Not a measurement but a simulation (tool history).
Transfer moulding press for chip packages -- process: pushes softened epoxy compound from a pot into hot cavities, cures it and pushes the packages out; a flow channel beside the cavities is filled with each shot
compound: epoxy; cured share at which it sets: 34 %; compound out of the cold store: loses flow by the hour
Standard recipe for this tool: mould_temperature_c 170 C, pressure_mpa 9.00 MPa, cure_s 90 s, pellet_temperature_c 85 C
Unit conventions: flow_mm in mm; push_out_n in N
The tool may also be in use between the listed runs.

| run | day | mould_temperature_c | pressure_mpa | cure_s | pellet_temperature_c | incoming compound's hours out of the cold store | flow_mm | push_out_n |
|---|---|---|---|---|---|---|---|---|
| 1 | 0.000 | 170 | 9.00 | 90 | 85 | 10.2 | 789 | 366 |
| 2 | 1.829 | 170 | 9.00 | 90 | 85 | 25.4 | 715 | 360 |
|  | 2.338 | cavities cleaned with cleaning compound and waxed |
| 3 | 3.033 | 170 | 9.00 | 90 | 94 | 43.4 | 648 | 348 |
| 4 | 4.217 | 170 | 9.00 | 90 | 85 | 29.9 | 702 | 354 |
|  | 5.188 | cavities cleaned with cleaning compound and waxed |
| 5 | 5.925 | 170 | 9.00 | 90 | 85 | 17.3 | 748 | 373 |
| 6 | 7.529 | 170 | 9.00 | 90 | 85 | 10.6 | 782 | 395 |
|  | 7.975 | cavities cleaned with cleaning compound and waxed |
| 7 | 9.200 | 170 | 9.00 | 90 | 85 | 34.5 | 683 | 352 |
|  | 10.812 | cavities cleaned with cleaning compound and waxed |
| 8 | 11.046 | 170 | 9.00 | 87 | 85 | 26.5 | 721 | 392 |
| 9 | 12.588 | 170 | 9.00 | 74 | 85 | 42.4 | 651 | 473 |
|  | 13.642 | cavities cleaned with cleaning compound and waxed |
| 10 | 14.417 | 170 | 9.00 | 74 | 85 | 13.7 | 765 | 534 |
| 11 | 16.242 | 163 | 9.00 | 74 | 85 | 34.8 | 705 | 810 |
|  | 16.417 | cavities cleaned with cleaning compound and waxed |
| 12 | 17.429 | 170 | 10.73 | 90 | 85 | 42.4 | 706 | 358 |
|  | 19.167 | cavities cleaned with cleaning compound and waxed |
| 13 | 19.683 | 170 | 8.63 | 124 | 79 | 44.1 | 631 | 288 |
|  | 20.596 | plunger's sealing rings changed |
| 14 | 21.004 | 166 | 9.00 | 103 | 85 | 46.1 | 655 | 362 |
|  | 22.071 | cavities cleaned with cleaning compound and waxed |
| 15 | 22.488 | 166 | 9.00 | 103 | 85 | 33.8 | 695 | 358 |
| 16 | 24.504 | 169 | 9.00 | 103 | 85 | 33.6 | 688 | 332 |
|  | 24.888 | cavities cleaned with cleaning compound and waxed |
| 17 | 26.662 | 165 | 10.09 | 82 | 85 | 42.8 | 705 | 561 |
|  | 27.658 | cavities cleaned with cleaning compound and waxed |
| 18 | 27.746 | 170 | 9.00 | 90 | 90 | 25.4 | 719 | 365 |
| 19 | 29.604 | 176 | 10.84 | 75 | 91 | 31.8 | 739 | 353 |
|  | 30.379 | cavities cleaned with cleaning compound and waxed |
| 20 | 30.771 | 168 | 9.85 | 101 | 88 | 35.2 | 717 | 333 |
| 21 | 32.325 | 170 | 10.86 | 129 | 85 | 15.4 | 834 | 308 |
|  | 33.171 | cavities cleaned with cleaning compound and waxed |
| 22 | 33.996 | 169 | 9.00 | 90 | 76 | 9.8 | 794 | 431 |
| 23 | 35.671 | 168 | 8.00 | 101 | 91 | 41.3 | 625 | 335 |

Branching from run 23: 3 alternative next runs. What would each branch give?
|  | 35.925 | cavities cleaned with cleaning compound and waxed |
| A | 36.821 | 172 | 8.81 | 84 | 85 | 37.7 | ? | ? |
|  | 35.925 | cavities cleaned with cleaning compound and waxed |
| B | 36.821 | 168 | 9.00 | 90 | 77 | 24.4 | ? | ? |
|  | 35.925 | cavities cleaned with cleaning compound and waxed |
| C | 36.821 | 165 | 8.29 | 90 | 94 | 25.6 | ? | ? |

| run | flow_mm | push_out_n |
|---|---|---|
| A | 655 | 359 |
| B | 728 | 402 |
| C | 709 | 485 |
Stripped of hidden state, with their random variation kept, the same runs would have yielded:
| run | flow_mm | push_out_n |
|---|---|---|
| A | 656 | 357 |
| B | 729 | 399 |
| C | 709 | 482 |
